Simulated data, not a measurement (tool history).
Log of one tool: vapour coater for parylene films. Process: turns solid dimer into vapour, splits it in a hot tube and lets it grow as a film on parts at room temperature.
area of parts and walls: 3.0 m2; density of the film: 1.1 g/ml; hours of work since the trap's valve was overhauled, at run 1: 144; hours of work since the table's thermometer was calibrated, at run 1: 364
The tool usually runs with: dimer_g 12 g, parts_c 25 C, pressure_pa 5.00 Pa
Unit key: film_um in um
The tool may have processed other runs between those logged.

run    hour  dimer_g  parts_c  pressure_pa  hours of work since the trap's valve was overhauled  hours of work since the table's thermometer was calibrated  film_um
  1     0.0       12       25         5.00                                                  144                                                         364     1.74
  2    32.0       12       25         5.00                                                  165                                                         386     1.71
  3    52.5       12       25        11.48                                                  178                                                         399     1.72
  4    69.7       12       25         5.00                                                  190                                                         411     1.77
  5    92.5       12       25         5.00                                                  205                                                         426     1.75
  6   118.4       12       25         5.00                                                  222                                                         443     1.74
  7   143.0       12       28         5.00                                                  239                                                         459     1.60
  8   176.0       12       28         5.00                                                  260                                                         481     1.60
  9   190.8       12       25         2.85                                                  270                                                         491     1.80
 10   226.8       12       25         2.85                                                  294                                                         515     1.82
 11   247.4       12       25         2.85                                                  308                                                         529     1.82
 12   267.7       12       25         6.83                                                  321                                                         542     1.74
 13   287.1       12       25         6.83                                                  334                                                         555     1.71
 14   315.2       12       25         3.22                                                  353                                                         574     1.82
 15   347.3       12       25         3.22                                                  374                                                         595     1.78
 16   381.3       12       25         3.22                                                  397                                                         617     1.78
 17   413.1       12       25         3.22                                                  418                                                         639     1.80
 18   439.2       12       25         3.22                                                  435                                                         656     1.82
      457.4  -- trap's valve overhauled
 19   464.4       12       25         3.22                                                    5                                                         670     1.82
 20   485.2       12       25         5.00                                                   18                                                         684     1.76
 21   519.3       12       25         5.00                                                   41                                                         706     1.74
 22   548.9       12       25         5.00                                                   61                                                         726     1.78
 23   565.3       12       25         5.00                                                   72                                                         737     1.76
 24   601.6       12       25         5.00                                                   96                                                         761     1.75
 25   622.4       12       31         8.43                                                  110                                                         775     1.44
 26   646.0       18       31         2.15                                                  125                                                         790     2.33
 27   680.5        6       22         4.18                                                  148                                                         813     0.97
 28   716.6        6       25         6.77                                                  172                                                         837     0.87
 29   735.1       12       25         6.77                                                  184                                                         850     1.71
 30   751.5       12       25         6.77                                                  195                                                         860     1.70
 31   787.6       12       25         6.77                                                  219                                                         884     1.71
 32   816.3       12       25         6.77                                                  238                                                         903     1.74
 33   831.7       12       29         2.90                                                  248                                                         914     1.62
 34   859.0        6       25         4.49                                                  266                                                         932     0.89
 35   892.9        8       32         3.50                                                  289                                                         954     0.97
 36   909.1        8       32         5.22                                                  300                                                         965     0.98
 37   939.7       11       29         8.93                                                  320                                                         985     1.40
 38   974.1        9       26         4.22                                                  343                                                        1008     1.29
 39   995.6        6       22         9.74                                                  357                                                        1022     0.91
 40  1013.6        6       22         9.74                                                  369                                                        1034     0.91
 41  1047.4        6       35         4.43                                                  392                                                        1057     0.67
 42  1083.7        6       35         4.43                                                  416                                                        1081     0.68
 43  1118.3        6       35         4.43                                                  439                                                        1104     0.67
     1132.2  -- trap's valve overhauled
 44  1150.0       11       37         2.94                                                   12                                                        1122     1.20
     1183.7  -- table's thermometer calibrated
 45  1184.9        6       37         2.94                                                   34                                                           1     0.63
 46  1211.5        6       25         4.71                                                   52                                                          18     0.86
 47  1229.9       12       19         5.54                                                   64                                                          31     2.08

Hidden state at the last listed run before each entry between runs and at the first one after, where it differs:
After run 18, before run 19: trap's valve overhauled (hour 457.4)
  vapour lost through the trap's worn valve, %: 0.5 -> 0
After run 43, before run 44: trap's valve overhauled (hour 1132.2)
  vapour lost through the trap's worn valve, %: 0.5 -> 0
After run 44, before run 45: table's thermometer calibrated (hour 1183.7)
  vapour lost through the trap's worn valve, %: 0 -> 0.1; true temperature of the parts over the reading, C: -0.03 -> 0

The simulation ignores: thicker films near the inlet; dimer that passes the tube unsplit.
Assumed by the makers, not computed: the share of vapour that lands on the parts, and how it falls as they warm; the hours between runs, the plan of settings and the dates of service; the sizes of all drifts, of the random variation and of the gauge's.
